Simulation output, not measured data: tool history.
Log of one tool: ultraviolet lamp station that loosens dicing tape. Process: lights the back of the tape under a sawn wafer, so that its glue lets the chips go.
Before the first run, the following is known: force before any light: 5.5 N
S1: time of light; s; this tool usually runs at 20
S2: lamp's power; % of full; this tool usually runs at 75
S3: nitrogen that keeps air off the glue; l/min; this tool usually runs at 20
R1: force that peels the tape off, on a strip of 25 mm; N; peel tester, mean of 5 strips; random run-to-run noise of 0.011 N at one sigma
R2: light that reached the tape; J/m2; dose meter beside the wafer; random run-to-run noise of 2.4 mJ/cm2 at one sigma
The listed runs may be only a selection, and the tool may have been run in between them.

run    hour  S1  S2  S3     R1    R2
  1     0.0  20  75  20  0.486  2590
  2    64.6  20  75  28  0.374  2630
       89.1  -- lamp changed
  3   156.5  20  96  20  0.278  3410
  4   210.2  20  75  21  0.436  2620
      272.7  -- window cleaned of glue's vapour
  5   298.7  20  75  20  0.478  2640
  6   349.8  20  75  20  0.471  2650
  7   436.4  20  75  20  0.462  2620
  8   492.9  20  75  20  0.464  2630
  9   587.0  20  75  20  0.466  2650
      608.6  -- window cleaned of glue's vapour
 10   662.9  20  75  20  0.468  2640
 11   728.5  20  75  31  0.344  2640
 12   797.7  20  75  31  0.341  2630
 13   868.2  20  75  31  0.348  2620
 14   914.8  20  75  31  0.354  2650
      943.6  -- window cleaned of glue's vapour
 15  1008.5  20  75  37  0.301  2630
 16  1100.8  30  75   6  0.530  3950
 17  1141.5  30  75   6  0.525  3970
 18  1228.0  22  76  20  0.368  2920
     1278.9  -- window cleaned of glue's vapour
 19  1287.8  19  75  20  0.535  2530
 20  1338.2  19  75  20  0.517  2510
 21  1386.0  14  86  20  0.722  2100
 22  1469.5  25  75  38  0.195  3270
 23  1538.7  20  75  21  0.465  2670
 24  1603.7  20  75  21  0.451  2620
     1618.9  -- window cleaned of glue's vapour
 25  1655.0  21  75  21  0.409  2750

The next listed run, before its measurement:
 26  1730.9  20  75  21   ?   ?

Run 26 yielded R1 0.458 N, R2 2660 J/m2.
With the hidden condition absent and the run-to-run variation left alone, this run would have shown R1 0.454 N, R2 2670 J/m2.
